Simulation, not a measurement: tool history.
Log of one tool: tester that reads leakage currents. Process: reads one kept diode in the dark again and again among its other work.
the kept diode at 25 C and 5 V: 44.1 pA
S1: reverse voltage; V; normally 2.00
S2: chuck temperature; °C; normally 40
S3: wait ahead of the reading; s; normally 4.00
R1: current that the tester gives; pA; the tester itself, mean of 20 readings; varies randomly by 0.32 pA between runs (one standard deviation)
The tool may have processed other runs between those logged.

Run 1, hour 0.0: usual settings. Result: R1 114.77 pA.
Run 2, hour 98.3: usual settings. Result: R1 115.67 pA.
Run 3, hour 250.1: usual settings. Result: R1 116.14 pA.
Run 4, hour 365.1: usual settings. Result: R1 115.81 pA.
Run 5, hour 477.6: usual settings. Result: R1 116.34 pA.
At hour 538.9: tester calibrated.
Run 6, hour 677.0: usual settings. Result: R1 117.03 pA.
Run 7, hour 873.1: usual settings. Result: R1 117.28 pA.
Run 8, hour 1030.2: usual settings. Result: R1 117.86 pA.
At hour 1060.0: chuck's temperature calibrated.
Run 9, hour 1178.2: usual settings. Result: R1 105.27 pA.
Run 10, hour 1302.4: usual settings. Result: R1 105.40 pA.
Run 11, hour 1507.0: usual settings but S2 23 °C. Result: R1 23.20 pA.
Run 12, hour 1591.1: usual settings but S2 23 °C. Result: R1 23.28 pA.
Run 13, hour 1775.7: usual settings but S1 1.01 V, S2 23 °C, S3 2.59 s. Result: R1 16.48 pA.
Run 14, hour 1868.0: usual settings but S1 7.63 V, S2 20 °C, S3 2.70 s. Result: R1 36.68 pA.
Run 15, hour 2023.5: usual settings but S1 10.09 V, S2 20 °C, S3 5.03 s. Result: R1 42.56 pA.
Run 16, hour 2219.9: usual settings but S1 4.73 V, S2 26 °C, S3 2.61 s. Result: R1 50.36 pA.
Run 17, hour 2332.2: usual settings but S1 3.45 V, S2 22 °C, S3 0.35 s. Result: R1 30.20 pA.
Run 18, hour 2488.1: usual settings but S2 43 °C, S3 4.47 s. Result: R1 141.74 pA.
Run 19, hour 2621.4: usual settings but S1 8.61 V, S2 22 °C, S3 8.92 s. Result: R1 48.48 pA.
Run 20, hour 2817.9: usual settings but S1 1.06 V, S3 0.62 s. Result: R1 79.66 pA.
Run 21, hour 2970.6: usual settings but S1 5.73 V, S2 25 °C, S3 1.56 s. Result: R1 52.08 pA.
Run 22, hour 3080.4: usual settings but S1 5.73 V, S2 25 °C, S3 1.56 s. Result: R1 52.67 pA.
Run 23, hour 3239.7: usual settings but S1 5.24 V, S2 47 °C, S3 1.46 s. Result: R1 337.16 pA.
Run 24, hour 3356.6: usual settings but S1 5.24 V, S2 47 °C, S3 1.46 s. Result: R1 337.80 pA.

4 ways to go on from here, each from the tool as it stands after run 24. What would each give?
Run A, hour 3488.6: usual settings but S1 1.78 V, S2 39 °C. Result: R1 ?.
Run B, hour 3488.6: usual settings but S1 3.55 V, S2 53 °C, S3 0.80 s. Result: R1 ?.
Run C, hour 3488.6: usual settings but S1 5.24 V, S2 47 °C, S3 0.97 s. Result: R1 ?.
Run D, hour 3488.6: usual settings but S1 2.25 V, S2 47 °C, S3 1.24 s. Result: R1 ?.

run      R1
  A   98.61
  B  445.88
  C  339.07
  D  218.03
What these runs would have given with no unlogged condition in the tool:
run      R1
  A   90.18
  B  411.28
  C  311.48
  D  200.47
